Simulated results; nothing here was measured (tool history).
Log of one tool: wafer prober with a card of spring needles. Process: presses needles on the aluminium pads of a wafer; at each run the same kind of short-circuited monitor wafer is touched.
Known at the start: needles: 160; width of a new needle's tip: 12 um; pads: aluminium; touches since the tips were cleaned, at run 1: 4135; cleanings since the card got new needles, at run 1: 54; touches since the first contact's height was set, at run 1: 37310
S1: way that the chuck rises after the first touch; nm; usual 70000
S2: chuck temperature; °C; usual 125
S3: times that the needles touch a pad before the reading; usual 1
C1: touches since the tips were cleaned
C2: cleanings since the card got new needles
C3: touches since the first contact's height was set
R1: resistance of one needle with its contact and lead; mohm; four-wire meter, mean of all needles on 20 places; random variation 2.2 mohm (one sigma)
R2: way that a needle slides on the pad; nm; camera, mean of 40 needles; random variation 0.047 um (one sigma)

run,day,S1,S2,S3,C1,C2,C3,R1,R2
1,0.000,70000,125,1,4135,54,37310,238,10560
# day 0.138: tips cleaned on abrasive film
# day 0.821: tips cleaned on abrasive film
# day 1.471: tips cleaned on abrasive film
# day 2.071: tips cleaned on abrasive film
2,2.088,74000,125,1,108,58,52882,238,11150
# day 2.783: tips cleaned on abrasive film
# day 3.412: tips cleaned on abrasive film
3,3.596,74000,125,1,1379,60,64189,243,11130
# day 4.092: tips cleaned on abrasive film
# day 4.771: tips cleaned on abrasive film
# day 5.417: tips cleaned on abrasive film
4,5.583,70000,125,1,1234,63,79044,243,10500
# day 6.021: tips cleaned on abrasive film
# day 6.683: tips cleaned on abrasive film
5,6.946,70000,125,1,1982,65,89251,239,10530
# day 7.304: tips cleaned on abrasive film
# day 7.925: tips cleaned on abrasive film
# day 8.583: tips cleaned on abrasive film
6,8.900,70000,125,1,2381,68,103841,240,10520
# day 9.267: tips cleaned on abrasive film
# day 9.921: tips cleaned on abrasive film
# day 10.583: tips cleaned on abrasive film
7,10.812,70000,125,1,1724,71,118142,241,10400
# day 11.188: tips cleaned on abrasive film
# day 11.900: tips cleaned on abrasive film
8,12.071,70000,125,1,1277,73,127553,240,10510
# day 12.579: tips cleaned on abrasive film
# day 13.171: tips cleaned on abrasive film
# day 13.858: tips cleaned on abrasive film
9,14.142,70000,125,1,2130,76,143053,239,10500
# day 14.554: tips cleaned on abrasive film
# day 15.183: tips cleaned on abrasive film
# day 15.854: tips cleaned on abrasive film
10,16.283,70000,71,1,3234,79,159072,226,10450
# day 16.546: tips cleaned on abrasive film
# day 17.246: tips cleaned on abrasive film
# day 17.875: tips cleaned on abrasive film
11,17.983,70000,39,1,811,82,171783,219,10350
# day 18.533: tips cleaned on abrasive film
# day 19.196: tips cleaned on abrasive film
# day 19.921: tips cleaned on abrasive film
12,20.183,70000,39,1,2002,85,188258,222,10470
# day 20.562: tips cleaned on abrasive film
# day 21.292: tips cleaned on abrasive film
13,21.621,70000,39,1,2463,87,198994,217,10480
# day 21.958: tips cleaned on abrasive film
# day 22.629: tips cleaned on abrasive film
# day 23.362: tips cleaned on abrasive film
14,23.546,70000,103,3,1397,90,213402,234,10450
# day 24.079: tips cleaned on abrasive film
# day 24.725: tips cleaned on abrasive film
15,24.725,65000,76,3,0,92,222202,224,9710
# day 25.375: tips cleaned on abrasive film
# day 26.025: tips cleaned on abrasive film
16,26.421,65000,99,1,2990,94,234915,232,9730
# day 26.683: tips cleaned on abrasive film
# day 27.300: tips cleaned on abrasive film
# day 28.004: tips cleaned on abrasive film
# day 28.017: height of the first contact set anew
17,28.500,57000,125,1,3660,97,3660,240,8490
# day 28.633: tips cleaned on abrasive film
# day 29.375: tips cleaned on abrasive film
# day 30.012: tips cleaned on abrasive film
# day 30.712: tips cleaned on abrasive film
18,30.717,73000,125,2,31,101,20197,239,10940
# day 31.350: tips cleaned on abrasive film
19,31.867,68000,125,3,3864,102,28818,244,10190
# day 32.017: tips cleaned on abrasive film
# day 32.700: tips cleaned on abrasive film
# day 33.358: tips cleaned on abrasive film
20,33.667,68000,125,3,2314,105,42288,238,10060
# day 34.012: tips cleaned on abrasive film
# day 34.712: tips cleaned on abrasive film
# day 35.392: tips cleaned on abrasive film
21,35.571,70000,104,1,1364,108,56527,234,10390

3 ways to go on from here, each from the tool as it stands after run 21. What would each give?
# day 36.088: tips cleaned on abrasive film
# day 36.783: tips cleaned on abrasive film
A,37.183,71000,42,3,3024,110,68612,?,?
# day 36.088: tips cleaned on abrasive film
# day 36.783: tips cleaned on abrasive film
B,37.183,70000,125,2,3024,110,68612,?,?
# day 36.088: tips cleaned on abrasive film
# day 36.783: tips cleaned on abrasive film
C,37.183,71000,104,3,3024,110,68612,?,?

run,R1,R2
A,220,10520
B,239,10370
C,236,10510
Without the tool's hidden state the same runs would have given:
run,R1,R2
A,220,10690
B,239,10540
C,235,10680
